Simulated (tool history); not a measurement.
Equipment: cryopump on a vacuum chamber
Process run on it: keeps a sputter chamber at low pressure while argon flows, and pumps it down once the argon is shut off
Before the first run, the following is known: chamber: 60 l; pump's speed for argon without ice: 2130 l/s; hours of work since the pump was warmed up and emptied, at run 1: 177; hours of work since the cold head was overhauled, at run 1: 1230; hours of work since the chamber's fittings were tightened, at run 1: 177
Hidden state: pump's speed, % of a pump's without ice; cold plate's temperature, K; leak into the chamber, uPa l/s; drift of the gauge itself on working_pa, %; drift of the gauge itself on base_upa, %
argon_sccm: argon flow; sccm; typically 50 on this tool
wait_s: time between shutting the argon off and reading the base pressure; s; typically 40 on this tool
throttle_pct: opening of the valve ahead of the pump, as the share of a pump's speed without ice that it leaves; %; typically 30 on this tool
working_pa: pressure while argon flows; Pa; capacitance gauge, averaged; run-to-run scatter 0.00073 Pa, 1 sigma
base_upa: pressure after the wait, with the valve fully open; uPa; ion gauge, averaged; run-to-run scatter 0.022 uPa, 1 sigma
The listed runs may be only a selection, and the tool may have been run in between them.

run,hour,argon_sccm,wait_s,throttle_pct,hours of work since the pump was warmed up and emptied,hours of work since the cold head was overhauled,hours of work since the chamber's fittings were tightened,working_pa,base_upa
1,0,50,40,30,177,1230,177,0.137,0.76
2,53.6,50,40,30,214,1267,214,0.138,0.77
3,85.4,50,40,49,235,1289,235,0.0884,0.79
4,119.2,50,40,49,259,1312,259,0.0903,0.82
5,150.1,50,40,16,280,1333,280,0.2578,0.8
6,206.7,21,40,16,318,1372,318,0.109,0.86
7,245.4,21,40,16,345,1399,345,0.1101,0.85
8,281.9,21,40,16,370,1424,370,0.11,0.9
9,331.2,21,40,16,404,1457,404,0.1112,0.9
10,373.3,73,68,48,433,1486,433,0.1453,0.69
11,417.6,50,120,53,463,1517,463,0.094,0.6
# hour 466.7: pump warmed up, emptied and cooled again
12,476.3,68,40,50,7,1553,500,0.1087,0.82
13,502.2,74,112,30,24,1571,518,0.1977,0.57
14,544.8,74,112,30,54,1600,547,0.1991,0.54
15,593.4,74,112,30,87,1634,580,0.2,0.54

Here are 3 independent what-if runs from the current tool condition. What would each one return?
A,625.3,75,112,21,109,1656,602,?,?
B,625.3,42,40,25,109,1656,602,?,?
C,625.3,30,198,30,109,1656,602,?,?

run,working_pa,base_upa
A,0.288,0.6
B,0.1361,0.87
C,0.082,0.48
With no hidden state in the tool, these same runs would have given:
run,working_pa,base_upa
A,0.2823,0.36
B,0.1329,0.64
C,0.0797,0.25
